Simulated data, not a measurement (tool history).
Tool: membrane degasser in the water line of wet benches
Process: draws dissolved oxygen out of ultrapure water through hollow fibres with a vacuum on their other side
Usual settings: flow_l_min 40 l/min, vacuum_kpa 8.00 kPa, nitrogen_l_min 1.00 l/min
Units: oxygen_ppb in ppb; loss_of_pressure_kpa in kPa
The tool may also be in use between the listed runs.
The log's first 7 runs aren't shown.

| run | hour | flow_l_min | vacuum_kpa | nitrogen_l_min | hours since the membrane was changed | hours since the vacuum gauge was calibrated | hours since the vacuum lines were made tight | oxygen_ppb | loss_of_pressure_kpa |
|---|---|---|---|---|---|---|---|---|---|
| 8 | 224.0 | 35 | 8.00 | 1.00 | 805 | 805 | 5551 | 539.9 | 29.95 |
| 9 | 250.0 | 40 | 8.00 | 1.00 | 831 | 831 | 5577 | 661.7 | 34.47 |
| 10 | 299.5 | 40 | 8.00 | 1.00 | 880 | 880 | 5626 | 653.3 | 34.21 |
| 11 | 338.6 | 40 | 8.00 | 1.00 | 919 | 919 | 5665 | 650.6 | 34.18 |
| 12 | 364.4 | 40 | 8.00 | 1.00 | 945 | 945 | 5691 | 657.6 | 34.33 |
| 13 | 408.8 | 40 | 6.31 | 1.00 | 989 | 989 | 5736 | 545.7 | 34.05 |
| 14 | 444.1 | 40 | 6.31 | 1.00 | 1025 | 1025 | 5771 | 540.7 | 34.58 |
| 15 | 475.8 | 40 | 6.31 | 1.00 | 1057 | 1057 | 5803 | 543.9 | 34.29 |
| 16 | 497.9 | 40 | 6.31 | 1.00 | 1079 | 1079 | 5825 | 538.3 | 34.44 |
| 17 | 546.6 | 40 | 6.31 | 1.00 | 1127 | 1127 | 5873 | 550.0 | 34.02 |
| 18 | 570.3 | 40 | 6.31 | 1.00 | 1151 | 1151 | 5897 | 535.9 | 34.24 |
| 19 | 594.3 | 63 | 12.21 | 0.94 | 1175 | 1175 | 5921 | 1630.5 | 53.96 |
| 20 | 640.4 | 40 | 10.39 | 2.11 | 1221 | 1221 | 5967 | 595.5 | 34.20 |
| 21 | 678.5 | 46 | 10.39 | 1.33 | 1259 | 1259 | 6005 | 868.7 | 39.42 |
| 22 | 706.2 | 46 | 10.39 | 1.33 | 1287 | 1287 | 6033 | 885.0 | 39.41 |
| 23 | 737.2 | 38 | 8.10 | 2.91 | 1318 | 1318 | 6064 | 417.7 | 32.65 |
| 24 | 761.7 | 60 | 7.42 | 0.81 | 1342 | 1342 | 6089 | 1198.8 | 51.63 |
| 25 | 800.9 | 47 | 15.93 | 0.60 | 1382 | 1382 | 6128 | 1787.1 | 40.28 |
| 26 | 829.3 | 27 | 8.00 | 0.88 | 1410 | 1410 | 6156 | 396.2 | 23.34 |
| 27 | 850.7 | 41 | 4.84 | 0.44 | 1431 | 1431 | 6178 | 552.8 | 35.02 |
| 28 | 883.7 | 35 | 16.04 | 1.00 | 1464 | 1464 | 6211 | 1023.0 | 30.16 |
| 29 | 926.8 | 29 | 5.14 | 1.28 | 1508 | 1508 | 6254 | 222.8 | 24.75 |
| 30 | 967.1 | 29 | 7.83 | 0.73 | 1548 | 1548 | 6294 | 473.7 | 25.07 |
| 31 | 1001.9 | 55 | 9.89 | 1.07 | 1583 | 1583 | 6329 | 1182.5 | 47.43 |

Forecast each of these 5 alternatives for the next run:
|  | 1024.5 | seals of the vacuum lines changed |
| A | 1024.5 | 55 | 12.26 | 1.07 | 1603 | 1603 | 0 | ? | ? |
|  | 1024.5 | seals of the vacuum lines changed |
| B | 1024.5 | 50 | 9.89 | 1.07 | 1603 | 1603 | 0 | ? | ? |
|  | 1024.5 | seals of the vacuum lines changed |
| C | 1024.5 | 24 | 13.56 | 2.47 | 1603 | 1603 | 0 | ? | ? |
|  | 1024.5 | seals of the vacuum lines changed |
| D | 1024.5 | 40 | 5.88 | 0.87 | 1603 | 1603 | 0 | ? | ? |
|  | 1024.5 | seals of the vacuum lines changed |
| E | 1024.5 | 54 | 6.07 | 2.04 | 1603 | 1603 | 0 | ? | ? |

| run | oxygen_ppb | loss_of_pressure_kpa |
|---|---|---|
| A | 1352.4 | 47.26 |
| B | 1039.5 | 42.99 |
| C | 298.5 | 20.70 |
| D | 542.6 | 34.51 |
| E | 766.1 | 46.52 |
Without the tool's hidden state the same runs would have given:
| run | oxygen_ppb | loss_of_pressure_kpa |
|---|---|---|
| A | 1334.4 | 46.80 |
| B | 1022.4 | 42.57 |
| C | 294.0 | 20.50 |
| D | 527.8 | 34.18 |
| E | 747.8 | 46.07 |
